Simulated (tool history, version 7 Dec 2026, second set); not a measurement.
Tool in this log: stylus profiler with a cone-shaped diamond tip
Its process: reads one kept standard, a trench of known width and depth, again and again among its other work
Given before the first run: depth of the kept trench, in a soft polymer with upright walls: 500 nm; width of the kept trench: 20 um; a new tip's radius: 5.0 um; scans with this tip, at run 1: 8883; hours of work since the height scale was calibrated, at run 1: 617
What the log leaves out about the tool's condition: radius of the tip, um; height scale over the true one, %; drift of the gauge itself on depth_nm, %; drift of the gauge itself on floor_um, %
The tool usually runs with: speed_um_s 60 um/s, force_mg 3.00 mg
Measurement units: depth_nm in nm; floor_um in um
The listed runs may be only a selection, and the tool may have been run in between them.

run,hour,speed_um_s,force_mg,scans with this tip,hours of work since the height scale was calibrated,depth_nm,floor_um
1,0.0,60,3.00,8883,617,509.20,15.37
2,71.1,60,3.00,9660,671,509.08,15.35
3,150.1,60,3.00,10523,731,509.15,15.30
4,225.4,65,3.00,11345,788,509.02,15.32
# hour 263.4: new tip fitted, height scale calibrated
5,289.9,65,3.00,289,20,508.82,15.28
6,376.1,65,3.00,1232,86,509.08,15.26
7,446.3,65,3.00,1998,139,509.18,15.31
8,503.6,65,3.00,2624,182,508.86,15.31
9,577.8,65,3.00,3435,239,509.18,15.32
10,679.1,65,3.00,4542,316,508.90,15.33
11,750.3,65,3.00,5319,370,509.11,15.32
12,834.5,65,3.00,6240,434,509.23,15.31
13,915.6,65,3.00,7126,495,509.14,15.28
14,1016.5,65,3.00,8228,572,509.02,15.32
15,1075.0,65,3.00,8867,616,508.95,15.33
16,1149.9,65,3.00,9685,673,509.16,15.26
17,1257.9,60,3.00,10866,755,509.31,15.33
# hour 1334.7: new tip fitted, height scale calibrated
18,1361.1,60,3.00,288,20,509.00,15.31
19,1452.1,60,3.00,1283,89,509.17,15.30
20,1503.2,98,3.00,1841,128,509.14,15.10
21,1589.5,60,3.00,2785,193,509.10,15.32
22,1692.7,60,3.00,3912,272,509.00,15.29
23,1742.4,60,3.00,4454,309,509.04,15.30
24,1828.2,60,3.00,5393,375,509.01,15.37
25,1894.0,60,3.00,6112,425,509.22,15.31
26,1977.0,22,8.49,7019,488,518.23,15.58
27,2075.5,64,4.57,8094,562,512.22,15.35
28,2149.6,64,4.57,8904,619,511.85,15.41
29,2221.0,27,4.10,9685,673,511.37,15.46
30,2308.8,42,1.81,10644,739,506.53,15.35
# hour 2410.7: new tip fitted, height scale calibrated
31,2420.2,102,1.97,104,7,506.86,14.99
32,2487.9,15,1.06,844,59,504.20,15.48
33,2551.8,22,2.08,1542,107,507.15,15.54
34,2608.6,22,2.08,2163,150,507.10,15.48
35,2683.5,131,3.76,2980,207,510.56,15.00
36,2778.9,28,1.67,4023,279,506.20,15.39
37,2866.9,65,3.57,4984,346,510.04,15.36
38,2922.5,199,3.84,5593,389,510.76,14.70
39,3032.6,99,7.24,6795,472,516.49,15.27
40,3084.8,27,2.01,7366,512,506.96,15.47
41,3161.0,37,2.60,8198,570,508.28,15.40
42,3239.3,211,6.10,9054,629,514.50,14.87
43,3320.8,211,6.10,9944,691,514.58,14.87
44,3423.4,27,5.39,11065,769,513.26,15.54
# hour 3487.2: new tip fitted, height scale calibrated
45,3496.4,26,2.29,100,7,507.66,15.49
46,3553.9,26,2.29,729,51,507.69,15.44

Branching from run 46: 4 alternative next runs. What would each branch give?
A,3649.1,60,1.83,1769,123,?,?
B,3649.1,179,1.39,1769,123,?,?
C,3649.1,18,3.21,1769,123,?,?
D,3649.1,38,2.51,1769,123,?,?

run,depth_nm,floor_um
A,506.41,15.19
B,505.43,14.25
C,509.43,15.53
D,508.01,15.42
Take away the tool's hidden state, keep each run's random variation, and the runs would have read:
run,depth_nm,floor_um
A,506.41,15.19
B,505.43,14.25
C,509.43,15.53
D,508.01,15.43
